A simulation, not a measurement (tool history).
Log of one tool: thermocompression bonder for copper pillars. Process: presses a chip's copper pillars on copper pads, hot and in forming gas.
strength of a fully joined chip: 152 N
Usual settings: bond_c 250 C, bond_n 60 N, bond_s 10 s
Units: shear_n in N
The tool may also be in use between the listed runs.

run    day  bond_c  bond_n  bond_s  shear_n
  1  0.000     250      60      10    100.4
  2  0.308     250      60      10    101.5
  3  0.933     250      60      10     99.4
  4  1.392     235      60      10     89.8
  5  1.700     235      60      10     88.7
  6  2.012     235      60      10     89.5
  7  2.583     250      43      10     79.4
     2.946  -- forming gas filter changed
  8  3.304     250      43      10     83.9
  9  4.021     250      43      10     85.2
 10  4.646     221      60      30    114.1
 11  5.062     221      60      30    112.1
 12  5.725     258      70       6    108.4
 13  6.154     245      70       6     98.3
 14  6.608     274      56       5     99.4
 15  7.208     250      40      10     78.6
 16  7.783     250      40      10     78.6
 17  8.279     250      40       8     72.8
 18  8.579     220      52      17     86.0

Some steps in shear_n between neighbouring runs. How much of each would the tool show without its hidden state too (settings, what came in, random variation), and how much is left for the hidden state, with any gauge scatter that isn't in both results?
The hidden state here: true temperature of the bond over the reading, C; force that reaches the chip, % of what is set; oxide that the forming gas leaves, % of the face; drift of the gauge itself on shear_n, %.
Run 7 -> 8: forming gas filter changed. shear_n +4.5 N: hidden state +6.5, all else -2.0.
Run 9 -> 10: bond_c 250 -> 221, bond_n 43 -> 60, bond_s 10 -> 30. shear_n +28.9 N: hidden state -0.5, all else +29.4.

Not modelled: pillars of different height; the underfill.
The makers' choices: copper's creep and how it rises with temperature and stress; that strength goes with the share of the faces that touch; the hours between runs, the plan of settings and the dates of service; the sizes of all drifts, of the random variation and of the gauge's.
